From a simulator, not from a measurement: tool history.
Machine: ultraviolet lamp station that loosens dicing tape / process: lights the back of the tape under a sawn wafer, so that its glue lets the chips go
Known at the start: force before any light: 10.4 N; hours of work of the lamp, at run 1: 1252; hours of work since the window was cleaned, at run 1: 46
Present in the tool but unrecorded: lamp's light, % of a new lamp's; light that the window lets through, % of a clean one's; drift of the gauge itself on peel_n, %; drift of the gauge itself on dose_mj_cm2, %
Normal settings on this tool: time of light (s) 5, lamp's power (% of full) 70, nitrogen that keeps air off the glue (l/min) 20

run    hour  time of light (s)  lamp's power (% of full)  nitrogen that keeps air off the glue (l/min)  hours of work of the lamp  hours of work since the window was cleaned  force that peels the tape off (N)  light that reached the tape (J/m2)
  1       0                  5                        70                                            20                       1252                                          46                              0.576                                2610
       56.4  -- lamp changed
  2    71.8                  5                        70                                            20                          7                                          77                              0.318                                3370
  3   114.2                  5                        77                                            20                         25                                          95                              0.246                                3610
  4   182.1                  5                        96                                            20                         54                                         124                              0.145                                4480
  5   225.4                  5                        96                                            20                         73                                         143                               0.14                                4360
  6   310.8                  5                        96                                            20                        109                                         179                              0.152                                4380
  7   393.3                  6                        96                                            20                        145                                         215                              0.117                                5140
  8   467.2                  6                        64                                            20                        176                                         247                              0.302                                3430
  9     522                  6                        64                                            20                        200                                         270                                0.3                                3360
 10   614.9                  6                        64                                            20                        240                                         310                              0.323                                3290
 11   667.5                  5                        94                                             6                        262                                         333                              0.746                                3970
 12   718.9                  5                        70                                            10                        284                                         355                              0.913                                2900
      754.7  -- window cleaned of glue's vapour
 13   792.5                  5                        90                                            10                        316                                          16                              0.385                                4120
 14   887.5                  5                        90                                            10                        357                                          57                              0.404                                3970
 15   960.9                  5                        70                                            10                        388                                          88                              0.836                                3020
 16  1044.8                  3                        66                                            38                        424                                         124                              0.996                                1680

Forecast each of these 5 alternatives for the next run:
  A  1092.7                 10                        98                                            20                        445                                         145                                  ?                                   ?
  B  1092.7                  7                        64                                            37                        445                                         145                                  ?                                   ?
  C  1092.7                  3                        66                                            22                        445                                         145                                  ?                                   ?
  D  1092.7                  2                        81                                            38                        445                                         145                                  ?                                   ?
  E  1092.7                  3                        71                                            10                        445                                         145                                  ?                                   ?

run  force that peels the tape off (N)  light that reached the tape (J/m2)
  A                              0.074                                8300
  B                              0.119                                3750
  C                              1.441                                1670
  D                              1.521                                1380
  E                              2.328                                1790
Take away the tool's hidden state, keep each run's random variation, and the runs would have read:
run  force that peels the tape off (N)  light that reached the tape (J/m2)
  A                              0.074                                9740
  B                              0.089                                4400
  C                              1.044                                1960
  D                              1.107                                1620
  E                              1.799                                2110

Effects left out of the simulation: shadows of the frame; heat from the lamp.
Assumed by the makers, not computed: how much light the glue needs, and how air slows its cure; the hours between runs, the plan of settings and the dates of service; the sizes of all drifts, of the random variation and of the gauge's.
